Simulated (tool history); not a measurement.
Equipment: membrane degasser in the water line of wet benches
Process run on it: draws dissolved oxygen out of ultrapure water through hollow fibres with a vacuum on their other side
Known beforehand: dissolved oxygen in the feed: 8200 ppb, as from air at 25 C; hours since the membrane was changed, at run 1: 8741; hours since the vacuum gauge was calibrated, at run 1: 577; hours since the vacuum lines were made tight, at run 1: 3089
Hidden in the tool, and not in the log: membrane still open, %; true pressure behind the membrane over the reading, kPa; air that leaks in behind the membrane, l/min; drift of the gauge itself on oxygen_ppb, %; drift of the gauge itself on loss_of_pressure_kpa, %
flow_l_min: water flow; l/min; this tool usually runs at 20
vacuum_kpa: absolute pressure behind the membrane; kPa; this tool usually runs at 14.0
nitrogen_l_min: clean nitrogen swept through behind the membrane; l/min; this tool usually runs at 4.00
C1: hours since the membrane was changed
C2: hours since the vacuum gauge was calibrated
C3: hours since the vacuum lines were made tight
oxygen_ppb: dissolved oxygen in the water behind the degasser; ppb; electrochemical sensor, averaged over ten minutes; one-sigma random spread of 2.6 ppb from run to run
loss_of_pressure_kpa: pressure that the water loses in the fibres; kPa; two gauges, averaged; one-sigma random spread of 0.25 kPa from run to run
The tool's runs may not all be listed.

{"run": 1, "hour": 0.0, "flow_l_min": 20, "vacuum_kpa": 14.0, "nitrogen_l_min": 4.0, "C1": 8741, "C2": 577, "C3": 3089, "oxygen_ppb": 261.4, "loss_of_pressure_kpa": 65.56}
{"run": 2, "hour": 103.9, "flow_l_min": 29, "vacuum_kpa": 14.0, "nitrogen_l_min": 4.0, "C1": 8844, "C2": 681, "C3": 3193, "oxygen_ppb": 464.0, "loss_of_pressure_kpa": 94.51}
{"run": 3, "hour": 322.7, "flow_l_min": 29, "vacuum_kpa": 14.0, "nitrogen_l_min": 4.0, "C1": 9063, "C2": 900, "C3": 3412, "oxygen_ppb": 465.7, "loss_of_pressure_kpa": 95.22}
{"run": 4, "hour": 527.0, "flow_l_min": 29, "vacuum_kpa": 14.0, "nitrogen_l_min": 4.0, "C1": 9268, "C2": 1104, "C3": 3616, "oxygen_ppb": 468.3, "loss_of_pressure_kpa": 94.65}
{"run": 5, "hour": 697.7, "flow_l_min": 31, "vacuum_kpa": 14.0, "nitrogen_l_min": 4.0, "C1": 9438, "C2": 1275, "C3": 3787, "oxygen_ppb": 524.4, "loss_of_pressure_kpa": 100.7}
{"run": 6, "hour": 802.1, "flow_l_min": 31, "vacuum_kpa": 14.0, "nitrogen_l_min": 4.0, "C1": 9543, "C2": 1379, "C3": 3891, "oxygen_ppb": 520.0, "loss_of_pressure_kpa": 101.47}
{"run": 7, "hour": 902.3, "flow_l_min": 31, "vacuum_kpa": 14.0, "nitrogen_l_min": 4.0, "C1": 9643, "C2": 1479, "C3": 3992, "oxygen_ppb": 518.5, "loss_of_pressure_kpa": 101.06}
{"run": 8, "hour": 1130.4, "flow_l_min": 31, "vacuum_kpa": 14.0, "nitrogen_l_min": 4.0, "C1": 9871, "C2": 1707, "C3": 4220, "oxygen_ppb": 524.1, "loss_of_pressure_kpa": 101.14}
{"run": 9, "hour": 1341.9, "flow_l_min": 20, "vacuum_kpa": 14.0, "nitrogen_l_min": 1.89, "C1": 10082, "C2": 1919, "C3": 4431, "oxygen_ppb": 389.3, "loss_of_pressure_kpa": 65.04}
{"run": 10, "hour": 1572.8, "flow_l_min": 20, "vacuum_kpa": 14.0, "nitrogen_l_min": 1.89, "C1": 10313, "C2": 2150, "C3": 4662, "oxygen_ppb": 387.3, "loss_of_pressure_kpa": 65.14}
{"run": 11, "hour": 1787.4, "flow_l_min": 20, "vacuum_kpa": 14.0, "nitrogen_l_min": 1.89, "C1": 10528, "C2": 2364, "C3": 4877, "oxygen_ppb": 390.1, "loss_of_pressure_kpa": 64.95}
{"run": 12, "hour": 1944.8, "flow_l_min": 25, "vacuum_kpa": 14.0, "nitrogen_l_min": 1.89, "C1": 10685, "C2": 2522, "C3": 5034, "oxygen_ppb": 522.5, "loss_of_pressure_kpa": 80.9}
{"run": 13, "hour": 2072.3, "flow_l_min": 25, "vacuum_kpa": 14.0, "nitrogen_l_min": 1.89, "C1": 10813, "C2": 2649, "C3": 5162, "oxygen_ppb": 529.3, "loss_of_pressure_kpa": 81.19}
{"run": 14, "hour": 2298.3, "flow_l_min": 20, "vacuum_kpa": 14.0, "nitrogen_l_min": 4.0, "C1": 11039, "C2": 2875, "C3": 5388, "oxygen_ppb": 260.7, "loss_of_pressure_kpa": 64.42}
{"run": 15, "hour": 2515.7, "flow_l_min": 13, "vacuum_kpa": 14.0, "nitrogen_l_min": 4.0, "C1": 11256, "C2": 3093, "C3": 5605, "oxygen_ppb": 125.9, "loss_of_pressure_kpa": 42.23}
{"run": 16, "hour": 2719.3, "flow_l_min": 13, "vacuum_kpa": 14.0, "nitrogen_l_min": 4.0, "C1": 11460, "C2": 3296, "C3": 5809, "oxygen_ppb": 126.7, "loss_of_pressure_kpa": 42.16}
{"run": 17, "hour": 2856.4, "flow_l_min": 17, "vacuum_kpa": 12.4, "nitrogen_l_min": 6.72, "C1": 11597, "C2": 3433, "C3": 5946, "oxygen_ppb": 146.1, "loss_of_pressure_kpa": 55.4}
{"run": 18, "hour": 3044.7, "flow_l_min": 20, "vacuum_kpa": 21.0, "nitrogen_l_min": 4.0, "C1": 11785, "C2": 3622, "C3": 6134, "oxygen_ppb": 342.5, "loss_of_pressure_kpa": 64.56}
{"run": 19, "hour": 3221.4, "flow_l_min": 30, "vacuum_kpa": 21.0, "nitrogen_l_min": 7.04, "C1": 11962, "C2": 3798, "C3": 6311, "oxygen_ppb": 488.6, "loss_of_pressure_kpa": 96.58}
{"run": 20, "hour": 3389.1, "flow_l_min": 30, "vacuum_kpa": 21.0, "nitrogen_l_min": 3.72, "C1": 12130, "C2": 3966, "C3": 6478, "oxygen_ppb": 616.8, "loss_of_pressure_kpa": 96.77}
{"run": 21, "hour": 3488.0, "flow_l_min": 30, "vacuum_kpa": 21.0, "nitrogen_l_min": 3.72, "C1": 12228, "C2": 4065, "C3": 6577, "oxygen_ppb": 613.9, "loss_of_pressure_kpa": 96.17}
{"run": 22, "hour": 3676.0, "flow_l_min": 30, "vacuum_kpa": 17.3, "nitrogen_l_min": 7.04, "C1": 12417, "C2": 4253, "C3": 6765, "oxygen_ppb": 451.4, "loss_of_pressure_kpa": 97.01}
{"run": 23, "hour": 3897.5, "flow_l_min": 30, "vacuum_kpa": 17.3, "nitrogen_l_min": 7.04, "C1": 12638, "C2": 4474, "C3": 6987, "oxygen_ppb": 437.7, "loss_of_pressure_kpa": 96.68}
{"run": 24, "hour": 4068.4, "flow_l_min": 26, "vacuum_kpa": 11.1, "nitrogen_l_min": 5.05, "C1": 12809, "C2": 4645, "C3": 7158, "oxygen_ppb": 332.3, "loss_of_pressure_kpa": 83.7}
{"run": 25, "hour": 4171.1, "flow_l_min": 26, "vacuum_kpa": 11.1, "nitrogen_l_min": 5.05, "C1": 12912, "C2": 4748, "C3": 7260, "oxygen_ppb": 335.1, "loss_of_pressure_kpa": 83.91}
{"hour": 4230.0, "done": "gauge calibrated"}
{"run": 26, "hour": 4288.5, "flow_l_min": 26, "vacuum_kpa": 11.1, "nitrogen_l_min": 5.05, "C1": 13029, "C2": 4865, "C3": 7378, "oxygen_ppb": 332.3, "loss_of_pressure_kpa": 85.22}
{"run": 27, "hour": 4422.7, "flow_l_min": 21, "vacuum_kpa": 8.4, "nitrogen_l_min": 4.6, "C1": 13163, "C2": 5000, "C3": 7512, "oxygen_ppb": 206.1, "loss_of_pressure_kpa": 69.21}
{"run": 28, "hour": 4623.0, "flow_l_min": 21, "vacuum_kpa": 8.4, "nitrogen_l_min": 4.6, "C1": 13363, "C2": 5200, "C3": 7712, "oxygen_ppb": 204.2, "loss_of_pressure_kpa": 68.94}
{"hour": 4767.5, "done": "vacuum gauge calibrated"}
{"run": 29, "hour": 4814.6, "flow_l_min": 21, "vacuum_kpa": 8.4, "nitrogen_l_min": 4.6, "C1": 13555, "C2": 47, "C3": 7903, "oxygen_ppb": 207.3, "loss_of_pressure_kpa": 68.57}
{"run": 30, "hour": 5054.5, "flow_l_min": 17, "vacuum_kpa": 34.8, "nitrogen_l_min": 4.0, "C1": 13795, "C2": 287, "C3": 8143, "oxygen_ppb": 397.6, "loss_of_pressure_kpa": 55.42}
{"run": 31, "hour": 5255.9, "flow_l_min": 17, "vacuum_kpa": 34.8, "nitrogen_l_min": 4.0, "C1": 13996, "C2": 488, "C3": 8345, "oxygen_ppb": 405.2, "loss_of_pressure_kpa": 55.57}

What would each run have given without the hidden state, its run-to-run variation left as it was?
run=1 loss_of_pressure_kpa=65.52
run=2 loss_of_pressure_kpa=94.50
run=3 loss_of_pressure_kpa=95.30
run=4 loss_of_pressure_kpa=94.81
run=5 loss_of_pressure_kpa=100.96
run=6 loss_of_pressure_kpa=101.77
run=7 loss_of_pressure_kpa=101.40
run=8 loss_of_pressure_kpa=101.59
run=9 loss_of_pressure_kpa=65.39
run=10 loss_of_pressure_kpa=65.56
run=11 loss_of_pressure_kpa=65.43
run=12 loss_of_pressure_kpa=81.56
run=13 loss_of_pressure_kpa=81.89
run=14 loss_of_pressure_kpa=65.04
run=15 loss_of_pressure_kpa=42.69
run=16 loss_of_pressure_kpa=42.65
run=17 loss_of_pressure_kpa=56.07
run=18 loss_of_pressure_kpa=65.41
run=19 loss_of_pressure_kpa=97.93
run=20 loss_of_pressure_kpa=98.18
run=21 loss_of_pressure_kpa=97.62
run=22 loss_of_pressure_kpa=98.56
run=23 loss_of_pressure_kpa=98.32
run=24 loss_of_pressure_kpa=85.19
run=25 loss_of_pressure_kpa=85.44
run=26 loss_of_pressure_kpa=85.17
run=27 loss_of_pressure_kpa=69.20
run=28 loss_of_pressure_kpa=68.99
run=29 loss_of_pressure_kpa=68.69
run=30 loss_of_pressure_kpa=55.58
run=31 loss_of_pressure_kpa=55.77
oxygen_ppb: differs from the measured result by no more than 0.9 ppb in any run.
